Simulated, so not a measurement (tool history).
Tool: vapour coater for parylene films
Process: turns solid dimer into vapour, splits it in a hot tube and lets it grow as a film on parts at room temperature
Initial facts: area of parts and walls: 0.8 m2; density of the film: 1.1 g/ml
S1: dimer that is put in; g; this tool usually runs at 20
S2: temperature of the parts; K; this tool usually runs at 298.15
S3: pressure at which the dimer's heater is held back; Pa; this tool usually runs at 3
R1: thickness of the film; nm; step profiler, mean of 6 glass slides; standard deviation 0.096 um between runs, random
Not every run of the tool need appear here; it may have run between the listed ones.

run	hour	S1	S2	S3	R1
1	0	20	298.15	3	16620
2	18.3	20	298.15	3	16590
3	40	20	298.15	2.77	16550
4	60.3	26	298.15	3	21630
5	95	26	298.15	3	21310
6	112.5	26	298.15	3	21210
7	134.5	26	298.15	3	21080
8	156.7	20	298.15	4.59	15590
9	194.4	20	298.15	2.66	16160
10	216.9	20	298.15	7.39	15230
11	243.9	20	298.15	3	15780
12	272	20	298.15	3	15750
13	310.1	20	298.15	3	15720
14	340.1	20	298.15	3	15450
# hour 346.6: trap's valve overhauled
15	362.4	20	299.15	3	16440
16	397.9	20	299.15	3	16090
17	431	20	299.15	3	15980
18	460.8	20	299.15	3	15940
19	494.3	32	298.15	3	26960
20	522.7	32	298.15	3	26330
21	540.1	20	298.15	3.15	16530
22	556.3	20	298.15	6.77	15710
23	579.2	20	298.15	6.77	15650
24	598.7	28	298.15	3.33	22710
25	615.5	13	295.15	3.74	12070
26	646.2	13	295.15	3.74	12090
27	675.9	13	300.15	2.01	9700
28	713	27	298.15	3.38	21360
29	734.7	27	298.15	3.38	21140
30	757.9	16	301.15	5.07	10620
31	794.5	16	301.15	5.07	10540
32	811.2	10	298.15	3	7780
33	828.8	9	293.15	2.15	9100
34	864.6	31	298.15	3.08	24120
# hour 879.5: trap's valve overhauled
35	899.2	20	298.15	3.05	16940
36	929.1	20	293.15	2.63	21870
37	967.2	20	293.15	2.53	21400
38	991.8	9	300.15	8.91	6450
39	1030	9	300.15	8.91	6310
40	1061	20	298.15	5.58	15800
41	1081.1	20	291.15	2.11	21490
42	1114.2	20	291.15	2.11	21270
43	1135.6	11	291.15	8.08	11690
44	1170.7	29	293.15	4.1	29390
45	1206.5	29	293.15	4.1	29020
46	1230	12	298.15	3	9620

Forecast each of these 3 alternatives for the next run:
A	1259.9	21	307.15	3	?
B	1259.9	21	296.15	5.32	?
C	1259.9	13	294.15	11.7	?

run	R1
A	10730
B	17790
C	11580
Had the tool no hidden state, the same runs would have come out as:
run	R1
A	11820
B	19590
C	12740

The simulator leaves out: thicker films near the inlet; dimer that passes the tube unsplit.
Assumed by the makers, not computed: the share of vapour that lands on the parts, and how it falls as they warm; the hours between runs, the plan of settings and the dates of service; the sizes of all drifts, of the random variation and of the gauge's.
